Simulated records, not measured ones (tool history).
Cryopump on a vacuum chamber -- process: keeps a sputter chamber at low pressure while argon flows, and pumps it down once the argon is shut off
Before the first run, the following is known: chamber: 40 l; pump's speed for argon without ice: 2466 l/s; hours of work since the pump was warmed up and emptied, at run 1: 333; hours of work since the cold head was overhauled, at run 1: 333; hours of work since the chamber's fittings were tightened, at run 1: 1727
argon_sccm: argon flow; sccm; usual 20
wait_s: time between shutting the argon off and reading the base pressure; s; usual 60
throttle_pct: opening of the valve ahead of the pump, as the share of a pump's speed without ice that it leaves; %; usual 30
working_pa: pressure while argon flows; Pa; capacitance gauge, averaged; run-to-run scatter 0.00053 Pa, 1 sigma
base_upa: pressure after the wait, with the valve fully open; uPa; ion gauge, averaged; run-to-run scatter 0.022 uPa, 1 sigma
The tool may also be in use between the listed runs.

run    day  argon_sccm  wait_s  throttle_pct  hours of work since the pump was warmed up and emptied  hours of work since the cold head was overhauled  hours of work since the chamber's fittings were tightened  working_pa  base_upa
  1  0.000          20      60            30                                                     333                                               333                                                       1727      0.0475      2.02
  2  0.642           9      60            30                                                     344                                               344                                                       1738      0.0212      1.97
  3  1.079          20      60            30                                                     351                                               351                                                       1745      0.0484      2.00
  4  1.679          20      60            49                                                     361                                               361                                                       1755      0.0305      2.04
  5  2.292          20     245            30                                                     371                                               371                                                       1765      0.0491      1.71
  6  2.883          20     245            30                                                     381                                               381                                                       1775      0.0479      1.71
  7  3.262          20      60            30                                                     388                                               388                                                       1782      0.0487      2.11
  8  4.017          20      60            29                                                     400                                               400                                                       1794      0.0497      1.99
  9  4.858          18     236            29                                                     414                                               414                                                       1808      0.0449      1.81
 10  5.658          18     236            46                                                     428                                               428                                                       1822      0.0302      1.76
 11  6.388           9     112            33                                                     440                                               440                                                       1834      0.0202      2.00
 12  6.988          11      45            33                                                     450                                               450                                                       1844      0.0248      2.26
     7.258  -- leaking fittings of the chamber tightened, without venting
 13  7.504          11      45            33                                                     457                                               457                                                          4      0.0245      0.72
 14  7.979          14      37            30                                                     465                                               465                                                         12      0.0352      0.88
 15  8.388          14      37            30                                                     472                                               472                                                         19      0.0330      0.86

For some of the steps in working_pa from one run to the next: how much would appear even if the tool had no hidden state, given the settings, what came in and random variation, and how much remains for the hidden state plus any gauge scatter that the measured result and the result without hidden state don't share?
Hidden conditions of the tool in this case: pump's speed, % of a pump's without ice; cold plate's temperature, K; leak into the chamber, uPa l/s; drift of the gauge itself on working_pa, %; drift of the gauge itself on base_upa, %.
Run 2 -> 3: argon_sccm 9 -> 20. working_pa +0.0272 Pa: hidden state +0.0012, all else +0.0260.

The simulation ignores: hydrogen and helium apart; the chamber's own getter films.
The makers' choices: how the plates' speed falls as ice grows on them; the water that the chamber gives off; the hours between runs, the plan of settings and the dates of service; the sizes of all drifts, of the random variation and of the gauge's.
